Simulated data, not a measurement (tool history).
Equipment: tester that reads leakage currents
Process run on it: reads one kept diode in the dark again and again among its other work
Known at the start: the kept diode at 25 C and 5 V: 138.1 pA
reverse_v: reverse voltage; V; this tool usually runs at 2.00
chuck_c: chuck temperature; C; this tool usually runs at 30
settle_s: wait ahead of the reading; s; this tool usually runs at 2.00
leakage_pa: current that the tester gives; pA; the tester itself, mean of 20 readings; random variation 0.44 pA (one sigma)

run	day	reverse_v	chuck_c	settle_s	leakage_pa
1	0.000	2.00	30	2.00	141.87
2	1.600	2.00	30	2.00	140.59
3	2.762	2.00	30	2.00	139.77
4	4.896	2.00	30	2.00	139.38
5	6.150	2.00	30	2.00	138.70
6	7.542	2.00	30	2.00	138.12
# day 7.775: probe card cleaned and baked
7	9.538	2.00	30	2.00	137.09
8	11.633	6.42	30	1.19	215.50
9	12.829	6.42	30	1.19	214.91
10	14.550	2.00	26	5.04	97.92
11	15.558	1.56	35	2.00	180.38
# day 17.521: probe card cleaned and baked, once more
12	17.579	2.00	27	0.33	105.08
13	18.517	2.00	33	0.33	168.75
14	19.538	2.00	30	0.63	132.42

Difference, measured minus no-hidden-state, one row per run. Run-to-run variation is common to both terms; the gauge's own scatter need not be:
The tool's hidden condition here consists of: stray current of the dirty probe card, pA a volt; current scale over the true one, %; true chuck temperature over the reading, C; drift of the gauge itself on leakage_pa, %.
run	leakage_pa
1	-3.46
2	-4.17
3	-4.61
4	-5.61
5	-6.22
6	-6.77
7	-7.43
8	-12.45
9	-13.22
10	-7.02
11	-13.18
12	-8.98
13	-14.38
14	-11.94
